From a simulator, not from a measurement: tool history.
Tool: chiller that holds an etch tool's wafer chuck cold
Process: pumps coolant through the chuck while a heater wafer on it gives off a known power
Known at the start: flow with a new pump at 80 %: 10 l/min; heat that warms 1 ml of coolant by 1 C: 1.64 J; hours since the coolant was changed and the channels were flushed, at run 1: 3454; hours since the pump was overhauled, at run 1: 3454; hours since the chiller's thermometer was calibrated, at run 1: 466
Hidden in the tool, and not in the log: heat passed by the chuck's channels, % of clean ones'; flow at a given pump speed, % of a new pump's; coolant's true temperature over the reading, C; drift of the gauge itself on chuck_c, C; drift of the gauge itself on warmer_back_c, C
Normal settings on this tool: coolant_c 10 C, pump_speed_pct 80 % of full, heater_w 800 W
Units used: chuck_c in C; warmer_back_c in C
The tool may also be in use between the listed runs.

run    hour  coolant_c  pump_speed_pct  heater_w  hours since the coolant was changed and the channels were flushed  hours since the pump was overhauled  hours since the chiller's thermometer was calibrated  chuck_c  warmer_back_c
  1     0.0         10              80       800                                                               3454                                 3454                                                   466    16.31           2.90
  2    62.1         10              80       800                                                               3516                                 3516                                                   528    16.38           2.91
  3   127.4         19              80       800                                                               3581                                 3581                                                   593    25.37           2.91
  4   179.8         19              80       800                                                               3634                                 3634                                                   646    25.46           2.92
  5   222.6         19              80       800                                                               3676                                 3676                                                   688    25.39           2.94
  6   283.9         19              80       800                                                               3738                                 3738                                                   750    25.36           2.94
  7   372.6         19              80       800                                                               3826                                 3826                                                   838    25.33           2.92
  8   468.1         19              80       800                                                               3922                                 3922                                                   934    25.42           2.96
  9   530.4         10              80       800                                                               3984                                 3984                                                   996    16.57           2.91
 10   616.0         10              80       800                                                               4070                                 4070                                                  1082    16.38           2.94
 11   702.7         10              80       800                                                               4157                                 4157                                                  1168    16.40           2.93
 12   773.1         10              80       800                                                               4227                                 4227                                                  1239    16.43           2.92
 13   832.1         10              80       800                                                               4286                                 4286                                                  1298    16.39           2.89
 14   888.2         10              80       800                                                               4342                                 4342                                                  1354    16.42           2.93
 15   979.2         10              80       800                                                               4433                                 4433                                                  1445    16.42           2.92
 16  1024.9         10              80       800                                                               4479                                 4479                                                  1491    16.45           2.95
 17  1083.9         17              80       792                                                               4538                                 4538                                                  1550    23.37           2.89
 18  1145.7         17              80       792                                                               4600                                 4600                                                  1611    23.41           2.87
 19  1196.6         16              80       800                                                               4650                                 4650                                                  1662    22.35           2.94
 20  1284.2          0              80       620                                                               4738                                 4738                                                  1750     5.07           2.27
 21  1352.3         12              78       800                                                               4806                                 4806                                                  1818    18.61           2.99
 22  1408.2         12              69       459                                                               4862                                 4862                                                  1874    16.06           1.95
 23  1485.3         10              80       679                                                               4939                                 4939                                                  1951    15.50           2.50
 24  1545.2         10              80       679                                                               4999                                 4999                                                  2011    15.52           2.48
 25  1602.2         10              80       679                                                               5056                                 5056                                                  2068    15.47           2.47
 26  1679.6          9              79       679                                                               5133                                 5133                                                  2145    14.57           2.51
 27  1747.1         14              70       679                                                               5201                                 5201                                                  2213    19.97           2.82
 28  1797.8          8              83       691                                                               5252                                 5252                                                  2264    13.45           2.41
 29  1847.8          8              83       464                                                               5302                                 5302                                                  2313    11.71           1.68
 30  1895.4          8              83       464                                                               5349                                 5349                                                  2361    11.55           1.63
 31  1976.2          2              83       464                                                               5430                                 5430                                                  2442     5.64           1.59
     2014.9  -- chiller's thermometer calibrated
 32  2023.9          9              88       800                                                               5477                                 5477                                                     9    15.09           2.63

What differs in the tool's unlogged condition from the final listed run ahead of each entry between runs to the first listed run following it?
Run 31 -> run 32: chiller's thermometer calibrated (hour 2014.9)
  no difference in the tool's unlogged condition between these two runs
